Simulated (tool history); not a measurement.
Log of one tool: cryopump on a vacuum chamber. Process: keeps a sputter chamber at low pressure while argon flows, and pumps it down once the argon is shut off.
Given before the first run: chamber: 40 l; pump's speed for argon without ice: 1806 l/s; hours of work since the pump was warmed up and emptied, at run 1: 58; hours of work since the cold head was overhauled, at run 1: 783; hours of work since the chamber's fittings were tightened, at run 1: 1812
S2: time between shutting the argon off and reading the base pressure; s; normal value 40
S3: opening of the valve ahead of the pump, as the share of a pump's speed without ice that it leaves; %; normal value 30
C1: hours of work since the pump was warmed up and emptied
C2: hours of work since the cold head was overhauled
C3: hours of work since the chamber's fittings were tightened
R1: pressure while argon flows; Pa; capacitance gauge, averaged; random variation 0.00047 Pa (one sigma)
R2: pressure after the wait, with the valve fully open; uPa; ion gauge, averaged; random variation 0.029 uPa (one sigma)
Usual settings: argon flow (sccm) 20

{"run": 1, "hour": 0.0, "argon flow (sccm)": 20, "S2": 40, "S3": 30, "C1": 58, "C2": 783, "C3": 1812, "R1": 0.0623, "R2": 2.02}
{"run": 2, "hour": 78.5, "argon flow (sccm)": 20, "S2": 40, "S3": 30, "C1": 101, "C2": 825, "C3": 1855, "R1": 0.0631, "R2": 1.98}
{"run": 3, "hour": 150.0, "argon flow (sccm)": 20, "S2": 40, "S3": 42, "C1": 140, "C2": 864, "C3": 1894, "R1": 0.0454, "R2": 2.01}
{"run": 4, "hour": 204.9, "argon flow (sccm)": 20, "S2": 40, "S3": 30, "C1": 170, "C2": 894, "C3": 1923, "R1": 0.064, "R2": 1.99}
{"run": 5, "hour": 260.6, "argon flow (sccm)": 20, "S2": 40, "S3": 30, "C1": 200, "C2": 925, "C3": 1954, "R1": 0.0642, "R2": 2.04}
{"run": 6, "hour": 303.7, "argon flow (sccm)": 14, "S2": 40, "S3": 30, "C1": 224, "C2": 948, "C3": 1977, "R1": 0.0449, "R2": 2.02}
{"run": 7, "hour": 382.6, "argon flow (sccm)": 14, "S2": 40, "S3": 30, "C1": 267, "C2": 991, "C3": 2020, "R1": 0.0447, "R2": 2.03}
{"run": 8, "hour": 459.0, "argon flow (sccm)": 20, "S2": 26, "S3": 30, "C1": 309, "C2": 1033, "C3": 2062, "R1": 0.0654, "R2": 2.93}
{"run": 9, "hour": 535.1, "argon flow (sccm)": 20, "S2": 26, "S3": 30, "C1": 350, "C2": 1074, "C3": 2104, "R1": 0.0659, "R2": 2.98}
{"run": 10, "hour": 620.4, "argon flow (sccm)": 20, "S2": 26, "S3": 30, "C1": 397, "C2": 1121, "C3": 2150, "R1": 0.0659, "R2": 2.96}
{"run": 11, "hour": 669.8, "argon flow (sccm)": 20, "S2": 40, "S3": 30, "C1": 424, "C2": 1148, "C3": 2177, "R1": 0.066, "R2": 2.12}
{"run": 12, "hour": 741.8, "argon flow (sccm)": 20, "S2": 40, "S3": 30, "C1": 463, "C2": 1187, "C3": 2216, "R1": 0.0671, "R2": 2.18}
{"run": 13, "hour": 789.4, "argon flow (sccm)": 20, "S2": 40, "S3": 30, "C1": 489, "C2": 1213, "C3": 2242, "R1": 0.067, "R2": 2.2}
{"run": 14, "hour": 879.0, "argon flow (sccm)": 20, "S2": 40, "S3": 30, "C1": 538, "C2": 1262, "C3": 2291, "R1": 0.067, "R2": 2.13}
{"run": 15, "hour": 960.0, "argon flow (sccm)": 20, "S2": 84, "S3": 30, "C1": 582, "C2": 1306, "C3": 2335, "R1": 0.0694, "R2": 1.35}
{"run": 16, "hour": 1044.4, "argon flow (sccm)": 20, "S2": 40, "S3": 30, "C1": 628, "C2": 1352, "C3": 2381, "R1": 0.0695, "R2": 2.25}
{"run": 17, "hour": 1096.7, "argon flow (sccm)": 20, "S2": 40, "S3": 30, "C1": 656, "C2": 1381, "C3": 2410, "R1": 0.0701, "R2": 2.19}
{"run": 18, "hour": 1176.0, "argon flow (sccm)": 19, "S2": 26, "S3": 23, "C1": 700, "C2": 1424, "C3": 2453, "R1": 0.0844, "R2": 3.13}
{"hour": 1215.3, "done": "pump warmed up, emptied and cooled again"}
{"run": 19, "hour": 1230.0, "argon flow (sccm)": 20, "S2": 161, "S3": 31, "C1": 8, "C2": 1451, "C3": 2480, "R1": 0.061, "R2": 0.88}
{"run": 20, "hour": 1316.7, "argon flow (sccm)": 19, "S2": 71, "S3": 33, "C1": 55, "C2": 1498, "C3": 2527, "R1": 0.0548, "R2": 1.42}
{"run": 21, "hour": 1395.9, "argon flow (sccm)": 36, "S2": 25, "S3": 23, "C1": 98, "C2": 1541, "C3": 2570, "R1": 0.1493, "R2": 3.13}
{"run": 22, "hour": 1446.7, "argon flow (sccm)": 36, "S2": 25, "S3": 23, "C1": 126, "C2": 1569, "C3": 2598, "R1": 0.15, "R2": 3.16}
{"run": 23, "hour": 1536.1, "argon flow (sccm)": 35, "S2": 28, "S3": 21, "C1": 175, "C2": 1618, "C3": 2647, "R1": 0.1596, "R2": 2.9}
{"run": 24, "hour": 1615.7, "argon flow (sccm)": 29, "S2": 83, "S3": 36, "C1": 218, "C2": 1661, "C3": 2690, "R1": 0.0796, "R2": 1.39}
{"run": 25, "hour": 1683.8, "argon flow (sccm)": 23, "S2": 262, "S3": 16, "C1": 255, "C2": 1698, "C3": 2727, "R1": 0.138, "R2": 0.82}
{"hour": 1727.0, "done": "leaking fittings of the chamber tightened, without venting"}
{"run": 26, "hour": 1751.8, "argon flow (sccm)": 20, "S2": 31, "S3": 30, "C1": 291, "C2": 1734, "C3": 13, "R1": 0.0655, "R2": 2.3}
{"run": 27, "hour": 1815.9, "argon flow (sccm)": 9, "S2": 22, "S3": 39, "C1": 326, "C2": 1769, "C3": 48, "R1": 0.0231, "R2": 3.1}
{"run": 28, "hour": 1896.6, "argon flow (sccm)": 9, "S2": 22, "S3": 39, "C1": 370, "C2": 1813, "C3": 93, "R1": 0.0234, "R2": 3.09}
{"run": 29, "hour": 1936.7, "argon flow (sccm)": 37, "S2": 20, "S3": 22, "C1": 392, "C2": 1835, "C3": 114, "R1": 0.1637, "R2": 3.35}
{"run": 30, "hour": 1972.8, "argon flow (sccm)": 12, "S2": 30, "S3": 27, "C1": 412, "C2": 1855, "C3": 134, "R1": 0.0438, "R2": 2.4}
{"run": 31, "hour": 2019.0, "argon flow (sccm)": 12, "S2": 30, "S3": 27, "C1": 437, "C2": 1880, "C3": 159, "R1": 0.0448, "R2": 2.38}
{"run": 32, "hour": 2103.9, "argon flow (sccm)": 16, "S2": 229, "S3": 28, "C1": 484, "C2": 1926, "C3": 206, "R1": 0.0583, "R2": 0.56}
{"run": 33, "hour": 2164.1, "argon flow (sccm)": 16, "S2": 229, "S3": 28, "C1": 516, "C2": 1959, "C3": 238, "R1": 0.0581, "R2": 0.6}
{"run": 34, "hour": 2224.2, "argon flow (sccm)": 20, "S2": 40, "S3": 53, "C1": 549, "C2": 1992, "C3": 271, "R1": 0.0416, "R2": 1.88}

What if the next run were any one of these 4? Each begins from the tool's condition after run 34:
{"run": "A", "hour": 2287.0, "argon flow (sccm)": 12, "S2": 40, "S3": 17, "C1": 583, "C2": 2026, "C3": 305, "R1": "?", "R2": "?"}
{"run": "B", "hour": 2287.0, "argon flow (sccm)": 39, "S2": 85, "S3": 15, "C1": 583, "C2": 2026, "C3": 305, "R1": "?", "R2": "?"}
{"run": "C", "hour": 2287.0, "argon flow (sccm)": 9, "S2": 24, "S3": 47, "C1": 583, "C2": 2026, "C3": 305, "R1": "?", "R2": "?"}
{"run": "D", "hour": 2287.0, "argon flow (sccm)": 26, "S2": 40, "S3": 53, "C1": 583, "C2": 2026, "C3": 305, "R1": "?", "R2": "?"}

run=A R1=0.07 R2=1.9
run=B R1=0.2574 R2=1.04
run=C R1=0.0214 R2=2.96
run=D R1=0.0538 R2=1.9
Take away the tool's hidden state, keep each run's random variation, and the runs would have read:
run=A R1=0.0659 R2=1.74
run=B R1=0.2441 R2=0.88
run=C R1=0.0183 R2=2.79
run=D R1=0.0449 R2=1.73
